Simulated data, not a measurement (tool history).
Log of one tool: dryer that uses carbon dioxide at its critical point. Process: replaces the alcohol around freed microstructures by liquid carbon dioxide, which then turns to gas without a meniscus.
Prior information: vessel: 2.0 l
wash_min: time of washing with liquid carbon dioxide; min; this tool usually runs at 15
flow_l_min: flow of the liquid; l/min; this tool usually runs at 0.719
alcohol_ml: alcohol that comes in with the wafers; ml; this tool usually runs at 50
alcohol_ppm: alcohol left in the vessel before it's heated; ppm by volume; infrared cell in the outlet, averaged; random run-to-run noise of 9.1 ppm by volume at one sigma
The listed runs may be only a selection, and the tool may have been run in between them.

Run 1, hour 0.0: usual settings. Result: alcohol_ppm 552 ppm by volume.
Run 2, hour 9.8: usual settings but alcohol_ml 26 ml. Result: alcohol_ppm 308 ppm by volume.
Run 3, hour 18.5: usual settings but alcohol_ml 34 ml. Result: alcohol_ppm 378 ppm by volume.
Run 4, hour 27.3: usual settings but alcohol_ml 34 ml. Result: alcohol_ppm 396 ppm by volume.
Run 5, hour 32.1: usual settings but alcohol_ml 70 ml. Result: alcohol_ppm 798 ppm by volume.
Run 6, hour 41.9: usual settings. Result: alcohol_ppm 569 ppm by volume.
Run 7, hour 48.3: usual settings. Result: alcohol_ppm 580 ppm by volume.
Run 8, hour 52.9: usual settings. Result: alcohol_ppm 574 ppm by volume.
Run 9, hour 61.5: usual settings. Result: alcohol_ppm 569 ppm by volume.
Run 10, hour 68.3: usual settings. Result: alcohol_ppm 591 ppm by volume.
Run 11, hour 73.1: usual settings. Result: alcohol_ppm 583 ppm by volume.
Run 12, hour 77.5: usual settings. Result: alcohol_ppm 579 ppm by volume.
Run 13, hour 82.4: usual settings. Result: alcohol_ppm 584 ppm by volume.
Run 14, hour 89.2: usual settings but wash_min 21 min. Result: alcohol_ppm 145 ppm by volume.
Run 15, hour 99.4: usual settings. Result: alcohol_ppm 593 ppm by volume.
Run 16, hour 107.4: usual settings but alcohol_ml 102 ml. Result: alcohol_ppm 1206 ppm by volume.
Run 17, hour 114.2: usual settings but alcohol_ml 102 ml. Result: alcohol_ppm 1200 ppm by volume.
Run 18, hour 120.3: usual settings. Result: alcohol_ppm 598 ppm by volume.
Run 19, hour 129.0: usual settings. Result: alcohol_ppm 598 ppm by volume.
Run 20, hour 133.4: usual settings. Result: alcohol_ppm 615 ppm by volume.
Run 21, hour 139.6: usual settings. Result: alcohol_ppm 612 ppm by volume.
Run 22, hour 149.4: usual settings. Result: alcohol_ppm 607 ppm by volume.
Run 23, hour 159.4: usual settings. Result: alcohol_ppm 629 ppm by volume.
Run 24, hour 164.0: usual settings but wash_min 17 min, flow_l_min 1.214 l/min, alcohol_ml 54 ml. Result: alcohol_ppm 41 ppm by volume.
Run 25, hour 174.0: usual settings but wash_min 17 min, flow_l_min 1.214 l/min, alcohol_ml 54 ml. Result: alcohol_ppm 41 ppm by volume.
Run 26, hour 179.7: usual settings but alcohol_ml 60 ml. Result: alcohol_ppm 742 ppm by volume.
Run 27, hour 190.3: usual settings but wash_min 17 min, flow_l_min 0.924 l/min, alcohol_ml 71 ml. Result: alcohol_ppm 174 ppm by volume.
Run 28, hour 197.5: usual settings but wash_min 13 min, flow_l_min 0.924 l/min, alcohol_ml 49 ml. Result: alcohol_ppm 405 ppm by volume.
Run 29, hour 207.3: usual settings but wash_min 19 min, flow_l_min 0.655 l/min, alcohol_ml 38 ml. Result: alcohol_ppm 284 ppm by volume.
Run 30, hour 216.2: usual settings but wash_min 19 min, flow_l_min 0.655 l/min, alcohol_ml 38 ml. Result: alcohol_ppm 267 ppm by volume.
Run 31, hour 225.3: usual settings but wash_min 24 min, flow_l_min 0.501 l/min, alcohol_ml 38 ml. Result: alcohol_ppm 324 ppm by volume.
Run 32, hour 234.8: usual settings but wash_min 17 min, flow_l_min 1.168 l/min, alcohol_ml 68 ml. Result: alcohol_ppm 55 ppm by volume.
Run 33, hour 242.5: usual settings but wash_min 10 min, alcohol_ml 57 ml. Result: alcohol_ppm 2448 ppm by volume.
Run 34, hour 252.7: usual settings but wash_min 22 min, flow_l_min 0.654 l/min, alcohol_ml 61 ml. Result: alcohol_ppm 230 ppm by volume.
Run 35, hour 260.9: usual settings but wash_min 22 min, flow_l_min 0.654 l/min, alcohol_ml 61 ml. Result: alcohol_ppm 238 ppm by volume.
Run 36, hour 266.2: usual settings but wash_min 22 min, flow_l_min 0.654 l/min, alcohol_ml 61 ml. Result: alcohol_ppm 237 ppm by volume.
Run 37, hour 275.0: usual settings but wash_min 12 min, flow_l_min 0.644 l/min, alcohol_ml 60 ml. Result: alcohol_ppm 2103 ppm by volume.
Run 38, hour 280.5: usual settings but wash_min 19 min, alcohol_ml 118 ml. Result: alcohol_ppm 553 ppm by volume.
Run 39, hour 284.8: usual settings but wash_min 19 min, alcohol_ml 118 ml. Result: alcohol_ppm 565 ppm by volume.
Run 40, hour 294.9: usual settings but wash_min 19 min, alcohol_ml 118 ml. Result: alcohol_ppm 570 ppm by volume.
Run 41, hour 301.2: usual settings but wash_min 9 min, alcohol_ml 53 ml. Result: alcohol_ppm 2898 ppm by volume.
Run 42, hour 309.2: usual settings but wash_min 10 min, flow_l_min 1.011 l/min. Result: alcohol_ppm 813 ppm by volume.
Run 43, hour 315.2: usual settings but wash_min 14 min, alcohol_ml 32 ml. Result: alcohol_ppm 543 ppm by volume.
Run 44, hour 321.3: usual settings but wash_min 19 min, flow_l_min 0.541 l/min, alcohol_ml 85 ml. Result: alcohol_ppm 1301 ppm by volume.
Run 45, hour 326.7: usual settings but wash_min 14 min, flow_l_min 1.092 l/min, alcohol_ml 52 ml. Result: alcohol_ppm 159 ppm by volume.
Run 46, hour 336.1: usual settings but flow_l_min 1.092 l/min, alcohol_ml 29 ml. Result: alcohol_ppm 76 ppm by volume.

Same runs, no hidden state in the tool, same run-to-run variation:
Hidden state at play: flow that reaches the vessel past the clogged filter, %; alcohol in the recycled carbon dioxide, ppm; drift of the gauge itself on alcohol_ppm, %.
run  alcohol_ppm
  1          495
  2          274
  3          335
  4          349
  5          707
  6          501
  7          508
  8          501
  9          496
 10          514
 11          506
 12          500
 13          504
 14          116
 15          508
 16         1037
 17         1029
 18          507
 19          507
 20          520
 21          515
 22          509
 23          528
 24           25
 25           24
 26          617
 27          128
 28          323
 29          221
 30          206
 31          252
 32           30
 33         2134
 34          166
 35          173
 36          170
 37         1798
 38          413
 39          422
 40          421
 41         2527
 42          649
 43          428
 44         1035
 45          103
 46           41
